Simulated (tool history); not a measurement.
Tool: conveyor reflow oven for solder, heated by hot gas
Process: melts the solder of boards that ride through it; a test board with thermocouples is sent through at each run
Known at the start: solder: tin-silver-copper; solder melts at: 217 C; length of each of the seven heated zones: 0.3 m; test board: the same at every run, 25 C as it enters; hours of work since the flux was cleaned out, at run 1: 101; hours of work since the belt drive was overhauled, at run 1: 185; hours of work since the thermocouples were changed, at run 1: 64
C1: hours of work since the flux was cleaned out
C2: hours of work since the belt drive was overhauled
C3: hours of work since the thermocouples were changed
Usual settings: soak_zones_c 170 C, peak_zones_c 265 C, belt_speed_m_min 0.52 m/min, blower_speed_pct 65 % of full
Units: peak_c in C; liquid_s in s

Run 1, hour 0: usual settings; C1 101; C2 185; C3 64. Result: peak_c 246.4 C, liquid_s 45.6 s.
Run 2, hour 13: usual settings; C1 108; C2 192; C3 71. Result: peak_c 245.7 C, liquid_s 45.2 s.
Run 3, hour 21.3: usual settings; C1 112; C2 196; C3 75. Result: peak_c 246.4 C, liquid_s 45.4 s.
Run 4, hour 29: usual settings; C1 116; C2 200; C3 78. Result: peak_c 246.1 C, liquid_s 45.7 s.
Run 5, hour 44.5: usual settings; C1 123; C2 207; C3 86. Result: peak_c 246.3 C, liquid_s 45.5 s.
Run 6, hour 53.7: usual settings; C1 128; C2 212; C3 91. Result: peak_c 246 C, liquid_s 45.2 s.
Run 7, hour 69.8: usual settings; C1 136; C2 220; C3 99. Result: peak_c 246.3 C, liquid_s 44.9 s.
Run 8, hour 78.4: usual settings; C1 140; C2 224; C3 103. Result: peak_c 245.5 C, liquid_s 45.4 s.
Run 9, hour 89.1: usual settings; C1 145; C2 229; C3 108. Result: peak_c 246.1 C, liquid_s 45.2 s.
Run 10, hour 104.5: usual settings; C1 153; C2 237; C3 116. Result: peak_c 245.8 C, liquid_s 45.2 s.
Run 11, hour 115.2: usual settings but blower_speed_pct 69 % of full; C1 158; C2 242; C3 121. Result: peak_c 247 C, liquid_s 46.2 s.
At hour 126: flux residue cleaned out of gas plates and filters.
Run 12, hour 133.3: usual settings but blower_speed_pct 69 % of full; C1 4; C2 249; C3 127. Result: peak_c 248 C, liquid_s 48.3 s.
Run 13, hour 149.3: usual settings but blower_speed_pct 69 % of full; C1 11; C2 256; C3 135. Result: peak_c 248 C, liquid_s 48.3 s.
Run 14, hour 161.4: usual settings but blower_speed_pct 89 % of full; C1 17; C2 262; C3 141. Result: peak_c 252.5 C, liquid_s 52.1 s.
Run 15, hour 172.8: usual settings but peak_zones_c 277 C; C1 23; C2 268; C3 147. Result: peak_c 257.5 C, liquid_s 54.1 s.
Run 16, hour 183.1: usual settings but peak_zones_c 277 C, blower_speed_pct 59 % of full; C1 28; C2 273; C3 152. Result: peak_c 254.9 C, liquid_s 52.4 s.
Run 17, hour 190.5: usual settings but belt_speed_m_min 0.602 m/min; C1 32; C2 277; C3 155. Result: peak_c 241.5 C, liquid_s 34.6 s.
Run 18, hour 198.9: usual settings but belt_speed_m_min 0.584 m/min; C1 36; C2 281; C3 159. Result: peak_c 241.7 C, liquid_s 36.9 s.
Run 19, hour 207.2: usual settings but belt_speed_m_min 0.584 m/min; C1 40; C2 285; C3 164. Result: peak_c 242.4 C, liquid_s 37.1 s.
Run 20, hour 223.3: usual settings but soak_zones_c 169 C, peak_zones_c 260 C, belt_speed_m_min 0.584 m/min; C1 48; C2 293; C3 171. Result: peak_c 237.6 C, liquid_s 32.4 s.
Run 21, hour 235.4: usual settings but peak_zones_c 259 C; C1 54; C2 299; C3 177. Result: peak_c 241.7 C, liquid_s 41.9 s.
Run 22, hour 248.5: usual settings but soak_zones_c 182 C, peak_zones_c 274 C, belt_speed_m_min 0.582 m/min, blower_speed_pct 62 % of full; C1 60; C2 305; C3 184. Result: peak_c 251.8 C, liquid_s 47 s.
Run 23, hour 264: usual settings but soak_zones_c 182 C, peak_zones_c 274 C, belt_speed_m_min 0.582 m/min, blower_speed_pct 62 % of full; C1 68; C2 313; C3 191. Result: peak_c 251.2 C, liquid_s 47.1 s.
Run 24, hour 275.6: usual settings but soak_zones_c 174 C, peak_zones_c 266 C, belt_speed_m_min 0.513 m/min, blower_speed_pct 62 % of full; C1 73; C2 318; C3 197. Result: peak_c 247.2 C, liquid_s 49.1 s.
Run 25, hour 287.9: usual settings but belt_speed_m_min 0.472 m/min, blower_speed_pct 58 % of full; C1 80; C2 324; C3 203. Result: peak_c 247.1 C, liquid_s 52.1 s.
Run 26, hour 301.9: usual settings but peak_zones_c 279 C, blower_speed_pct 68 % of full; C1 86; C2 331; C3 210. Result: peak_c 258.9 C, liquid_s 55.1 s.
Run 27, hour 316.6: usual settings but peak_zones_c 279 C, belt_speed_m_min 0.575 m/min, blower_speed_pct 68 % of full; C1 94; C2 339; C3 217. Result: peak_c 255.1 C, liquid_s 46.3 s.
Run 28, hour 330.3: usual settings but peak_zones_c 279 C, belt_speed_m_min 0.575 m/min, blower_speed_pct 68 % of full; C1 100; C2 345; C3 224. Result: peak_c 254.8 C, liquid_s 46.8 s.
Run 29, hour 344.9: usual settings but peak_zones_c 279 C, belt_speed_m_min 0.575 m/min, blower_speed_pct 68 % of full; C1 108; C2 352; C3 231. Result: peak_c 254.7 C, liquid_s 46.5 s.
Run 30, hour 352.7: usual settings but soak_zones_c 172 C, peak_zones_c 260 C, belt_speed_m_min 0.435 m/min, blower_speed_pct 54 % of full; C1 111; C2 356; C3 235. Result: peak_c 244.8 C, liquid_s 54.9 s.
Run 31, hour 360.7: usual settings but soak_zones_c 172 C, peak_zones_c 260 C, belt_speed_m_min 0.435 m/min, blower_speed_pct 54 % of full; C1 115; C2 360; C3 239. Result: peak_c 244.1 C, liquid_s 54.7 s.
Run 32, hour 375.7: usual settings but peak_zones_c 261 C, belt_speed_m_min 0.512 m/min; C1 123; C2 368; C3 246. Result: peak_c 242.8 C, liquid_s 44.3 s.

Hidden state or all else? Some run-to-run changes of peak_c, split into what the settings, what came in and random variation would give without the hidden state, and what is left for the hidden state (with any gauge scatter that isn't in both results):
The hidden state here: heat that the gas passes to the board, % of a clean oven's; belt's true speed, % of the reading; true gas temperature in zones 6 and 7 over the reading, C; drift of the gauge itself on peak_c, C; drift of the gauge itself on liquid_s, %.
Run 11 -> 12: flux residue cleaned out of gas plates and filters. peak_c +1 C: hidden state +1.6, all else -0.6.
Run 16 -> 17: peak_zones_c 277 -> 265, belt_speed_m_min 0.52 -> 0.602, blower_speed_pct 59 -> 65. peak_c -13.4 C: hidden state +0, all else -13.4.
Run 21 -> 22: soak_zones_c 170 -> 182, peak_zones_c 259 -> 274, belt_speed_m_min 0.52 -> 0.582, blower_speed_pct 65 -> 62. peak_c +10.1 C: hidden state -0.1, all else +10.2.
Run 25 -> 26: peak_zones_c 265 -> 279, belt_speed_m_min 0.472 -> 0.52, blower_speed_pct 58 -> 68. peak_c +11.8 C: hidden state -0.3, all else +12.1.
Run 29 -> 30: soak_zones_c 170 -> 172, peak_zones_c 279 -> 260, belt_speed_m_min 0.575 -> 0.435, blower_speed_pct 68 -> 54. peak_c -9.9 C: hidden state +0.3, all else -10.2.
